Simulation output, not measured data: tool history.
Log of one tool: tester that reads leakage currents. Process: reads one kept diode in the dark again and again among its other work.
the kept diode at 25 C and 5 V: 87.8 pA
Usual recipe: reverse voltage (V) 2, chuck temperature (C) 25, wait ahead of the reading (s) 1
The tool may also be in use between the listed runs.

run,hour,reverse voltage (V),chuck temperature (C),wait ahead of the reading (s),current that the tester gives (pA)
1,0,2,25,1,57.68
2,208.8,2,25,1,57.49
3,331.8,3.33,25,1,72.27
4,456.8,3.33,25,1,71.83
5,739.4,2,25,1.97,56.19
6,899.4,2,41,1,204.41
7,1117.1,2,41,1,202.57
8,1267.3,7.51,25,0.92,110.4
9,1486.4,11.82,22,9.63,104.13
10,1611.8,11.82,22,9.63,104.37
11,1868.1,14.97,25,0.96,150.91

Not shown: 2 entries that the log had between the listed runs. Between which runs, and how does the tool's hidden state differ before and after?
In the gap between runs 5 and 6: probe card cleaned and baked (hour 758.9)
  stray current of the dirty probe card, pA a volt: 0.273 -> 0.356; current scale over the true one, %: -0.8 -> -0.83; true chuck temperature over the reading, C: -0.49 -> -0.55
  measured minus no-state result, current that the tester gives (pA): -2.34 -> -10.03
In the gap between runs 7 and 8: chuck's temperature calibrated (hour 1267.3)
  stray current of the dirty probe card, pA a volt: 0.379 -> 0.393; current scale over the true one, %: -0.88 -> -0.91; true chuck temperature over the reading, C: -0.66 -> 0.17
  measured minus no-state result, current that the tester gives (pA): -11.69 -> +3.32
